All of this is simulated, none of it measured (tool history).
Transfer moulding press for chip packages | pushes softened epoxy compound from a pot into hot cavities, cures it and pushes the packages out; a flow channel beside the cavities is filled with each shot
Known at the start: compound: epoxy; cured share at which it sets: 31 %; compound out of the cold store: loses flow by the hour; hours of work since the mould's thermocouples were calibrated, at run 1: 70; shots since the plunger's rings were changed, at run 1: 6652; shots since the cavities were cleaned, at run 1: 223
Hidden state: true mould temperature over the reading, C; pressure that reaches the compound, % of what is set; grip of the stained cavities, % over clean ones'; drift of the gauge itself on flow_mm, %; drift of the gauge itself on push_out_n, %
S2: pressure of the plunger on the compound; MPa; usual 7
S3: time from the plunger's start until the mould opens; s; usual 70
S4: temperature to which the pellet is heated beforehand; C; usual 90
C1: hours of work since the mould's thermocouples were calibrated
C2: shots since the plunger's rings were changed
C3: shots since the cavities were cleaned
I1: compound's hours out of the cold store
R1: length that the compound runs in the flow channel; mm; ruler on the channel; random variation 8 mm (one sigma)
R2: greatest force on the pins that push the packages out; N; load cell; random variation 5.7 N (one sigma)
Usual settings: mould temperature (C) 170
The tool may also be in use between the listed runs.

run 1 hour=0 | mould_temperature_(C)=170 S2=7 S3=70 S4=90 | C1=70 C2=6652 C3=223 | I1=38.5 | R1=808 R2=212
run 2 hour=14.5 | mould_temperature_(C)=170 S2=7 S3=70 S4=90 | C1=76 C2=6785 C3=356 | I1=13.1 | R1=948 R2=208
run 3 hour=24.3 | mould_temperature_(C)=170 S2=7 S3=70 S4=90 | C1=80 C2=6874 C3=445 | I1=45.5 | R1=779 R2=192
-- hour=37.5 plunger's sealing rings changed
run 4 hour=42.5 | mould_temperature_(C)=170 S2=7 S3=70 S4=90 | C1=87 C2=45 C3=589 | I1=13.4 | R1=960 R2=204
run 5 hour=62 | mould_temperature_(C)=170 S2=7 S3=70 S4=90 | C1=95 C2=223 C3=767 | I1=17.3 | R1=920 R2=200
run 6 hour=81.2 | mould_temperature_(C)=170 S2=7 S3=70 S4=90 | C1=103 C2=399 C3=943 | I1=10.9 | R1=972 R2=199
run 7 hour=89.4 | mould_temperature_(C)=170 S2=7 S3=70 S4=90 | C1=106 C2=474 C3=1018 | I1=30.1 | R1=863 R2=190
run 8 hour=97.7 | mould_temperature_(C)=170 S2=7 S3=70 S4=90 | C1=109 C2=550 C3=1094 | I1=47.5 | R1=761 R2=193
-- hour=107.4 cavities cleaned with cleaning compound and waxed
run 9 hour=116 | mould_temperature_(C)=170 S2=7 S3=70 S4=82 | C1=116 C2=703 C3=78 | I1=11.4 | R1=998 R2=213
run 10 hour=124.7 | mould_temperature_(C)=170 S2=7 S3=72 S4=90 | C1=120 C2=783 C3=158 | I1=43.6 | R1=785 R2=185
run 11 hour=141.7 | mould_temperature_(C)=170 S2=7 S3=72 S4=90 | C1=127 C2=939 C3=314 | I1=37.8 | R1=801 R2=200
run 12 hour=160.6 | mould_temperature_(C)=170 S2=7 S3=72 S4=90 | C1=134 C2=1112 C3=487 | I1=29.1 | R1=858 R2=194
run 13 hour=169 | mould_temperature_(C)=170 S2=7 S3=72 S4=90 | C1=138 C2=1189 C3=564 | I1=41.5 | R1=797 R2=191
run 14 hour=178.1 | mould_temperature_(C)=170 S2=7.11 S3=70 S4=90 | C1=142 C2=1272 C3=647 | I1=24.4 | R1=889 R2=188
run 15 hour=190.7 | mould_temperature_(C)=170 S2=7.11 S3=70 S4=90 | C1=147 C2=1387 C3=762 | I1=41.4 | R1=810 R2=197
run 16 hour=205.9 | mould_temperature_(C)=168 S2=5.8 S3=65 S4=90 | C1=153 C2=1525 C3=900 | I1=24 | R1=802 R2=239
run 17 hour=218.8 | mould_temperature_(C)=169 S2=7.09 S3=72 S4=91 | C1=158 C2=1644 C3=1019 | I1=20.1 | R1=922 R2=204
run 18 hour=227.2 | mould_temperature_(C)=165 S2=7 S3=75 S4=90 | C1=162 C2=1720 C3=1095 | I1=16.6 | R1=955 R2=216
-- hour=236.5 cavities cleaned with cleaning compound and waxed
run 19 hour=239.7 | mould_temperature_(C)=167 S2=5.77 S3=79 S4=90 | C1=166 C2=1821 C3=29 | I1=25 | R1=795 R2=195
run 20 hour=259 | mould_temperature_(C)=170 S2=7 S3=63 S4=82 | C1=174 C2=1998 C3=206 | I1=35.7 | R1=823 R2=234
run 21 hour=278.4 | mould_temperature_(C)=170 S2=7 S3=63 S4=82 | C1=182 C2=2175 C3=383 | I1=45.7 | R1=787 R2=223
run 22 hour=287.8 | mould_temperature_(C)=170 S2=7 S3=63 S4=82 | C1=186 C2=2261 C3=469 | I1=15.6 | R1=943 R2=236
run 23 hour=300.5 | mould_temperature_(C)=170 S2=5.7 S3=51 S4=90 | C1=191 C2=2377 C3=585 | I1=20.2 | R1=819 R2=359
run 24 hour=315.5 | mould_temperature_(C)=170 S2=5.7 S3=51 S4=90 | C1=197 C2=2514 C3=722 | I1=46.1 | R1=689 R2=318
run 25 hour=331.7 | mould_temperature_(C)=169 S2=5.88 S3=70 S4=87 | C1=204 C2=2662 C3=870 | I1=27 | R1=795 R2=198
run 26 hour=342.1 | mould_temperature_(C)=170 S2=5.72 S3=70 S4=90 | C1=208 C2=2758 C3=966 | I1=29.9 | R1=768 R2=199
run 27 hour=350.6 | mould_temperature_(C)=170 S2=5.72 S3=70 S4=90 | C1=211 C2=2835 C3=1043 | I1=18.9 | R1=828 R2=194
run 28 hour=362.8 | mould_temperature_(C)=170 S2=5.72 S3=70 S4=90 | C1=216 C2=2947 C3=1155 | I1=35 | R1=745 R2=186
-- hour=365.9 cavities cleaned with cleaning compound and waxed
run 29 hour=372.6 | mould_temperature_(C)=162 S2=7.95 S3=102 S4=90 | C1=220 C2=3023 C3=62 | I1=32.2 | R1=920 R2=202
run 30 hour=387.3 | mould_temperature_(C)=162 S2=7.95 S3=102 S4=90 | C1=226 C2=3157 C3=196 | I1=22.1 | R1=971 R2=196

Hidden state at the last listed run before each entry between runs and at the first one after, where it differs:
Between runs 3 and 4: plunger's sealing rings changed (hour 37.5)
  pressure that reaches the compound, % of what is set: 99.63 -> 100; grip of the stained cavities, % over clean ones': 0.6 -> 0.7
Between runs 8 and 9: cavities cleaned with cleaning compound and waxed (hour 107.4)
  pressure that reaches the compound, % of what is set: 99.97 -> 99.96; grip of the stained cavities, % over clean ones': 1.1 -> 0.2
Between runs 18 and 19: cavities cleaned with cleaning compound and waxed (hour 236.5)
  grip of the stained cavities, % over clean ones': 1.1 -> 0.1
Between runs 28 and 29: cavities cleaned with cleaning compound and waxed (hour 365.9)
  grip of the stained cavities, % over clean ones': 1.1 -> 0.1
